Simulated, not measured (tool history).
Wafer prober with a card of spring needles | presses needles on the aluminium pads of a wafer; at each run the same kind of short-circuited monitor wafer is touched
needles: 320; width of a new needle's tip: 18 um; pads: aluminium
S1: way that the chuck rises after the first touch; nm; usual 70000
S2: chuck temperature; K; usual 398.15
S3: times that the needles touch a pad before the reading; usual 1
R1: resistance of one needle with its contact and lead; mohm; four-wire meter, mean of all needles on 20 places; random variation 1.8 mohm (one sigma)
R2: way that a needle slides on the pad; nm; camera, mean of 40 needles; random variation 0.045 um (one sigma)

Run 1, hour 0: usual settings. Result: R1 193 mohm, R2 14470 nm.
Run 2, hour 21.5: usual settings. Result: R1 193 mohm, R2 14540 nm.
Run 3, hour 49.7: usual settings but S3 2. Result: R1 191 mohm, R2 14550 nm.
Run 4, hour 65: usual settings but S3 2. Result: R1 194 mohm, R2 14490 nm.
Run 5, hour 77.9: usual settings. Result: R1 197 mohm, R2 14420 nm.
Run 6, hour 103.8: usual settings. Result: R1 191 mohm, R2 14480 nm.
Run 7, hour 119.5: usual settings but S3 3. Result: R1 196 mohm, R2 14430 nm.
Run 8, hour 145.8: usual settings but S3 3. Result: R1 197 mohm, R2 14500 nm.
Run 9, hour 164.7: usual settings. Result: R1 193 mohm, R2 14400 nm.
Run 10, hour 193.5: usual settings but S3 2. Result: R1 190 mohm, R2 14520 nm.
Run 11, hour 215.8: usual settings but S3 2. Result: R1 193 mohm, R2 14540 nm.
Run 12, hour 239.9: usual settings but S3 2. Result: R1 193 mohm, R2 14450 nm.
Run 13, hour 252.9: usual settings but S3 2. Result: R1 193 mohm, R2 14570 nm.
Run 14, hour 267.3: usual settings but S3 2. Result: R1 197 mohm, R2 14540 nm.
Run 15, hour 292: usual settings but S1 86000 nm. Result: R1 187 mohm, R2 17810 nm.
Run 16, hour 304.3: usual settings but S1 86000 nm, S2 363.15 K. Result: R1 182 mohm, R2 17810 nm.
Run 17, hour 325.8: usual settings but S1 86000 nm, S2 363.15 K. Result: R1 179 mohm, R2 17720 nm.
Run 18, hour 341.2: usual settings but S1 86000 nm, S2 332.15 K, S3 2. Result: R1 178 mohm, R2 17800 nm.
Run 19, hour 354.9: usual settings but S1 80000 nm, S2 357.15 K, S3 2. Result: R1 181 mohm, R2 16580 nm.
Run 20, hour 369.1: usual settings but S1 80000 nm, S2 357.15 K, S3 2. Result: R1 184 mohm, R2 16520 nm.
Run 21, hour 396: usual settings but S1 77000 nm, S2 357.15 K, S3 2. Result: R1 180 mohm, R2 15830 nm.
Run 22, hour 425.3: usual settings but S1 77000 nm, S2 357.15 K, S3 2. Result: R1 183 mohm, R2 15910 nm.
Run 23, hour 451.2: usual settings but S2 301.15 K. Result: R1 173 mohm, R2 14510 nm.
Run 24, hour 465.7: usual settings but S2 301.15 K. Result: R1 172 mohm, R2 14450 nm.
Run 25, hour 492.8: usual settings but S1 79000 nm, S2 308.15 K. Result: R1 173 mohm, R2 16400 nm.
Run 26, hour 521.8: usual settings but S1 79000 nm, S2 308.15 K. Result: R1 173 mohm, R2 16360 nm.
Run 27, hour 534.9: usual settings but S3 2. Result: R1 194 mohm, R2 14470 nm.
Run 28, hour 559.4: usual settings but S3 2. Result: R1 194 mohm, R2 14460 nm.
Run 29, hour 572.3: usual settings but S3 2. Result: R1 195 mohm, R2 14480 nm.
Run 30, hour 600: usual settings but S3 2. Result: R1 192 mohm, R2 14430 nm.
Run 31, hour 615.7: usual settings but S3 2. Result: R1 191 mohm, R2 14420 nm.
Run 32, hour 645.9: usual settings but S1 55000 nm, S2 376.15 K, S3 2. Result: R1 192 mohm, R2 11380 nm.
Run 33, hour 672.7: usual settings but S1 73000 nm, S2 376.15 K, S3 2. Result: R1 189 mohm, R2 15040 nm.
Run 34, hour 688.4: usual settings but S2 333.15 K. Result: R1 176 mohm, R2 14500 nm.

Not shown: 20 entries that the log had between the listed runs. Between which runs, and how does the tool's hidden state differ before and after?
Between runs 1 and 2: height of the first contact set anew (hour 13.4)
  debris on the tips, nm: 0 -> 0.1
Between runs 2 and 3: tips cleaned on abrasive film (hour 36.5)
  no hidden state differs between the two runs
Between runs 4 and 5: tips cleaned on abrasive film (hour 71.5)
  debris on the tips, nm: 0.1 -> 0
Between runs 6 and 7: tips cleaned on abrasive film (hour 106.7)
  no hidden state differs between the two runs
Between runs 7 and 8: tips cleaned on abrasive film (hour 143)
  debris on the tips, nm: 0.1 -> 0
Between runs 9 and 10: tips cleaned on abrasive film (hour 179.8)
  no hidden state differs between the two runs
Between runs 10 and 11: tips cleaned on abrasive film (hour 215.6)
  debris on the tips, nm: 0.1 -> 0
Between runs 12 and 13: tips cleaned on abrasive film (hour 251.7)
  debris on the tips, nm: 0.1 -> 0
Between runs 14 and 15: tips cleaned on abrasive film (hour 287.4)
  debris on the tips, nm: 0.1 -> 0
Between runs 16 and 17: tips cleaned on abrasive film (hour 324)
  debris on the tips, nm: 0.1 -> 0
Between runs 19 and 20: tips cleaned on abrasive film (hour 361)
  no hidden state differs between the two runs
Between runs 20 and 21: tips cleaned on abrasive film (hour 396)
  debris on the tips, nm: 0.1 -> 0
Between runs 22 and 23: tips cleaned on abrasive film (hour 433.1)
  no hidden state differs between the two runs
Between runs 24 and 25: tips cleaned on abrasive film (hour 468.2)
  no hidden state differs between the two runs
Between runs 25 and 26: tips cleaned on abrasive film (hour 503.4)
  no hidden state differs between the two runs
Between runs 27 and 28: tips cleaned on abrasive film (hour 538.4)
  no hidden state differs between the two runs
Between runs 29 and 30: tips cleaned on abrasive film (hour 574.3)
  no hidden state differs between the two runs
Between runs 30 and 31: tips cleaned on abrasive film (hour 611.2)
  debris on the tips, nm: 0.1 -> 0
Between runs 32 and 33: tips cleaned on abrasive film (hour 648.4)
  no hidden state differs between the two runs
Between runs 33 and 34: tips cleaned on abrasive film (hour 683.9)
  debris on the tips, nm: 0.1 -> 0
